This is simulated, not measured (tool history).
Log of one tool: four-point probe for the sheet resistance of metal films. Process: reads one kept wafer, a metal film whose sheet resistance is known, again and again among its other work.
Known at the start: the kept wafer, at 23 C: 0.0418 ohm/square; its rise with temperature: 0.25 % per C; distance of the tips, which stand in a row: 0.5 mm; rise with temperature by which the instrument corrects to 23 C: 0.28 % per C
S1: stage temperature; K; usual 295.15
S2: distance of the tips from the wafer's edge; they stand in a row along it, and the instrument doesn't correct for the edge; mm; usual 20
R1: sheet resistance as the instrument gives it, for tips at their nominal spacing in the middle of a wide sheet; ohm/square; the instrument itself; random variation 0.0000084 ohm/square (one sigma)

run	hour	S1	S2	R1
1	0.0	295.15	20	0.041520
2	49.3	295.15	38	0.041496
3	89.9	295.15	38	0.041502
4	123.6	295.15	38	0.041495
5	154.4	296.15	20	0.041503
6	191.5	296.15	20	0.041486
7	227.2	296.15	20	0.041494
8	269.1	292.15	20	0.041546
9	330.9	292.15	20	0.041547
10	359.3	295.15	20	0.041513
11	411.2	295.15	20	0.041509
12	460.4	295.15	7	0.041616
13	520.4	295.15	7	0.041625
14	584.8	295.15	7	0.041627
15	650.2	297.15	20	0.041484
16	682.0	297.15	12	0.041518
17	745.0	297.15	12	0.041527
18	811.1	295.15	20	0.041519
19	856.3	295.15	20	0.041512
20	905.7	295.15	20	0.041519
21	961.7	295.15	33	0.041502
22	1007.0	295.15	14	0.041528
23	1047.5	295.15	14	0.041523
24	1089.9	301.15	9	0.041502
25	1154.1	301.15	9	0.041495
26	1206.7	301.15	9	0.041502
27	1234.6	295.15	5	0.041717
28	1274.0	295.15	41	0.041500
29	1305.7	297.15	4	0.041830
30	1367.8	304.15	61	0.041416
31	1414.2	304.15	61	0.041407
32	1445.9	300.15	4	0.041793
33	1510.8	295.15	3	0.042106
34	1567.2	307.15	38	0.041380
35	1623.3	305.15	13	0.041434
36	1684.6	305.15	4	0.041745
37	1723.6	306.15	4	0.041722

Some steps in R1 between neighbouring runs. How much of each would the tool show without its hidden state too (settings, what came in, random variation), and how much is left for the hidden state, with any gauge scatter that isn't in both results?
The hidden state here: inner tips' distance over the nominal, %; tips' flats over new ones', %; wafer's true temperature over the reading, C; drift of the gauge itself on sheet_ohm, %.
Run 29 -> 30: S1 297.15 -> 304.15, S2 4 -> 61. R1 -0.000414 ohm/square: hidden state +0.000005, all else -0.000419.
Run 31 -> 32: S1 304.15 -> 300.15, S2 61 -> 4. R1 +0.000386 ohm/square: hidden state -0.000002, all else +0.000388.
Run 32 -> 33: S1 300.15 -> 295.15, S2 4 -> 3. R1 +0.000313 ohm/square: hidden state -0.000004, all else +0.000317.
Run 33 -> 34: S1 295.15 -> 307.15, S2 3 -> 38. R1 -0.000726 ohm/square: hidden state +0.000007, all else -0.000733.

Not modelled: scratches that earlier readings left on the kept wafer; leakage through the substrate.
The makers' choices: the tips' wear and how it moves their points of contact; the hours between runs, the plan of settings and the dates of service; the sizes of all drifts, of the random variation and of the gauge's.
